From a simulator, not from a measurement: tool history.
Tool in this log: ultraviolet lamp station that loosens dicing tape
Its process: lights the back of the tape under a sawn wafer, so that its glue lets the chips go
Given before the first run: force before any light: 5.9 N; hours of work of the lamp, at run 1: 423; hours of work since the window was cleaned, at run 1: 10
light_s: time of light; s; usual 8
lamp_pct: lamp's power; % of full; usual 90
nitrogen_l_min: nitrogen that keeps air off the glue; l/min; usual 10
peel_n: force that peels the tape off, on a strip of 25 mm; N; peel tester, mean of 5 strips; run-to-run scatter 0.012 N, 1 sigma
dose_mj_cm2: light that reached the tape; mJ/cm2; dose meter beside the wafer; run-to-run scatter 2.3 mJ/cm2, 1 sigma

| run | hour | light_s | lamp_pct | nitrogen_l_min | hours of work of the lamp | hours of work since the window was cleaned | peel_n | dose_mj_cm2 |
|---|---|---|---|---|---|---|---|---|
| 1 | 0.0 | 8 | 90 | 10 | 423 | 10 | 0.718 | 199 |
| 2 | 33.4 | 8 | 90 | 10 | 450 | 36 | 0.748 | 196 |
| 3 | 68.8 | 8 | 90 | 10 | 478 | 64 | 0.767 | 193 |
| 4 | 89.9 | 8 | 90 | 10 | 494 | 81 | 0.764 | 192 |
| 5 | 122.7 | 8 | 90 | 5 | 520 | 107 | 1.213 | 191 |
|  | 127.3 | window cleaned of glue's vapour |
| 6 | 159.4 | 5 | 65 | 4 | 549 | 25 | 3.013 | 81 |
| 7 | 203.1 | 5 | 65 | 4 | 583 | 60 | 3.156 | 78 |
|  | 217.4 | window cleaned of glue's vapour, once more |
| 8 | 231.6 | 5 | 65 | 4 | 605 | 11 | 2.996 | 86 |
| 9 | 265.1 | 8 | 90 | 8 | 632 | 38 | 0.890 | 187 |
| 10 | 286.3 | 4 | 90 | 3 | 649 | 55 | 2.933 | 94 |

Across each entry between runs, compare the hidden state at the last listed run before it with the hidden state at the first listed run after it:
From run 5 to run 6: window cleaned of glue's vapour (hour 127.3)
  lamp's light, % of a new lamp's: 85 -> 84.2; light that the window lets through, % of a clean one's: 95.6 -> 93.1
  measured minus no-state result, peel_n: +0.347 -> +0.498 N; dose_mj_cm2: -43 -> -23 mJ/cm2
From run 7 to run 8: window cleaned of glue's vapour, once more (hour 217.4)
  lamp's light, % of a new lamp's: 83.3 -> 82.7; light that the window lets through, % of a clean one's: 91.9 -> 99.6
  measured minus no-state result, peel_n: +0.562 -> +0.410 N; dose_mj_cm2: -24 -> -18 mJ/cm2
